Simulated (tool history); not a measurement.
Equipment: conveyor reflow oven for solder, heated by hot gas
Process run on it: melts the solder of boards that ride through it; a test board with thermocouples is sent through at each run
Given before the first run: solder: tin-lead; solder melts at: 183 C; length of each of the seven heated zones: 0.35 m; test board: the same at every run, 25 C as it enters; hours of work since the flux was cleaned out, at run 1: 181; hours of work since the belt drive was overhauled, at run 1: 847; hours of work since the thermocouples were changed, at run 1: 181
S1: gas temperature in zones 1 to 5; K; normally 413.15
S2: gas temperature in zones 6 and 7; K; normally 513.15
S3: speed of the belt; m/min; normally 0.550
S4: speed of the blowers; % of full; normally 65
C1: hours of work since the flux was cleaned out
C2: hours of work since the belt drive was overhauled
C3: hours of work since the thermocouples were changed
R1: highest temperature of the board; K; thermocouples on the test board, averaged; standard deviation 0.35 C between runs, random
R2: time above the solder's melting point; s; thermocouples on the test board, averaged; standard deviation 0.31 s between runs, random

Run 1, day 0.000: usual settings; C1 181; C2 847; C3 181. Result: R1 493.65 K, R2 59.8 s.
Run 2, day 2.746: usual settings; C1 208; C2 874; C3 208. Result: R1 493.75 K, R2 59.3 s.
Run 3, day 4.512: usual settings; C1 225; C2 891; C3 225. Result: R1 492.35 K, R2 59.8 s.
Run 4, day 6.458: usual settings but S3 0.556 m/min; C1 244; C2 909; C3 244. Result: R1 491.75 K, R2 58.0 s.
Run 5, day 8.688: usual settings but S3 0.556 m/min; C1 265; C2 931; C3 265. Result: R1 491.75 K, R2 57.6 s.
Run 6, day 10.592: usual settings but S3 0.556 m/min; C1 283; C2 949; C3 283. Result: R1 492.35 K, R2 58.4 s.
Run 7, day 13.154: usual settings but S3 0.556 m/min; C1 308; C2 974; C3 308. Result: R1 491.65 K, R2 57.9 s.
Run 8, day 16.458: usual settings but S3 0.556 m/min; C1 340; C2 1006; C3 340. Result: R1 491.55 K, R2 58.2 s.
Run 9, day 18.046: usual settings but S3 0.556 m/min; C1 355; C2 1021; C3 355. Result: R1 491.55 K, R2 57.6 s.
At day 19.942: flux residue cleaned out of gas plates and filters.
Run 10, day 21.125: usual settings but S1 411.15 K; C1 11; C2 1048; C3 383. Result: R1 488.15 K, R2 54.5 s.
Run 11, day 23.062: usual settings but S2 505.15 K; C1 30; C2 1067; C3 401. Result: R1 481.85 K, R2 49.2 s.
Run 12, day 24.654: usual settings; C1 45; C2 1082; C3 416. Result: R1 488.75 K, R2 55.6 s.
Run 13, day 27.325: usual settings; C1 71; C2 1108; C3 442. Result: R1 488.35 K, R2 55.1 s.
Run 14, day 29.108: usual settings but S2 521.15 K; C1 88; C2 1125; C3 459. Result: R1 495.05 K, R2 60.8 s.
Run 15, day 31.125: usual settings but S2 521.15 K, S3 0.534 m/min; C1 108; C2 1145; C3 479. Result: R1 496.45 K, R2 64.1 s.
Run 16, day 33.679: usual settings but S1 407.15 K, S2 509.15 K, S3 0.519 m/min; C1 132; C2 1169; C3 503. Result: R1 485.95 K, R2 53.5 s.
Run 17, day 36.517: usual settings but S2 503.15 K, S3 0.652 m/min, S4 73 % of full; C1 159; C2 1196; C3 530. Result: R1 473.95 K, R2 31.2 s.
At day 38.046: flux residue cleaned out of gas plates and filters, once more.
Run 18, day 38.325: usual settings but S1 407.15 K, S2 524.15 K, S3 0.577 m/min, S4 80 % of full; C1 3; C2 1212; C3 546. Result: R1 505.75 K, R2 62.8 s.
At day 39.512: thermocouples of zones 6 and 7 changed.
Run 19, day 40.329: usual settings but S2 524.15 K, S3 0.577 m/min, S4 80 % of full; C1 21; C2 1230; C3 8. Result: R1 504.75 K, R2 65.1 s.
Run 20, day 42.017: usual settings but S2 511.15 K, S3 0.577 m/min, S4 63 % of full; C1 37; C2 1246; C3 24. Result: R1 490.65 K, R2 54.7 s.
Run 21, day 43.492: usual settings but S2 520.15 K, S3 0.442 m/min; C1 52; C2 1261; C3 38. Result: R1 507.85 K, R2 87.1 s.
Run 22, day 46.221: usual settings but S1 402.15 K, S2 508.15 K, S3 0.612 m/min, S4 55 % of full; C1 78; C2 1287; C3 65. Result: R1 481.35 K, R2 40.0 s.
Run 23, day 47.583: usual settings but S3 0.583 m/min; C1 91; C2 1300; C3 78. Result: R1 491.95 K, R2 55.4 s.
Run 24, day 50.092: usual settings but S2 525.15 K, S3 0.521 m/min; C1 115; C2 1324; C3 102. Result: R1 506.45 K, R2 72.4 s.
Run 25, day 52.529: usual settings but S1 409.15 K, S2 516.15 K, S3 0.462 m/min, S4 83 % of full; C1 138; C2 1348; C3 125. Result: R1 504.15 K, R2 79.3 s.
Run 26, day 55.538: usual settings but S1 411.15 K, S4 69 % of full; C1 167; C2 1376; C3 154. Result: R1 494.25 K, R2 60.0 s.
Run 27, day 57.350: usual settings but S1 411.15 K, S4 69 % of full; C1 185; C2 1394; C3 172. Result: R1 493.75 K, R2 60.5 s.
Run 28, day 59.825: usual settings but S1 411.15 K, S4 69 % of full; C1 209; C2 1418; C3 195. Result: R1 493.25 K, R2 60.3 s.
Run 29, day 62.408: usual settings but S3 0.476 m/min, S4 59 % of full; C1 233; C2 1443; C3 220. Result: R1 497.35 K, R2 73.4 s.
Run 30, day 64.908: usual settings but S1 408.15 K, S2 508.15 K, S3 0.609 m/min, S4 59 % of full; C1 257; C2 1467; C3 244. Result: R1 482.65 K, R2 43.5 s.

Consider 4 possible next runs. They are alternatives, not a sequence: every one starts from the tool as it was left by run 30. What does each give?
Run A, day 67.708: usual settings but S4 78 % of full; C1 284; C2 1493; C3 271. Result: R1 ?, R2 ?.
Run B, day 67.708: usual settings but S1 408.15 K, S2 508.15 K, S3 0.609 m/min, S4 59 % of full; C1 284; C2 1493; C3 271. Result: R1 ?, R2 ?.
Run C, day 67.708: usual settings but S1 409.15 K, S2 520.15 K; C1 284; C2 1493; C3 271. Result: R1 ?, R2 ?.
Run D, day 67.708: usual settings but S1 427.15 K, S2 508.15 K, S3 0.609 m/min, S4 82 % of full; C1 284; C2 1493; C3 271. Result: R1 ?, R2 ?.

run      R1    R2
  A  495.25  61.8
  B  482.75  42.8
  C  498.15  62.4
  D  490.75  58.3
With no hidden state in the tool, these same runs would have given:
run      R1    R2
  A  496.35  62.0
  B  483.95  43.7
  C  499.35  62.4
  D  491.85  58.6
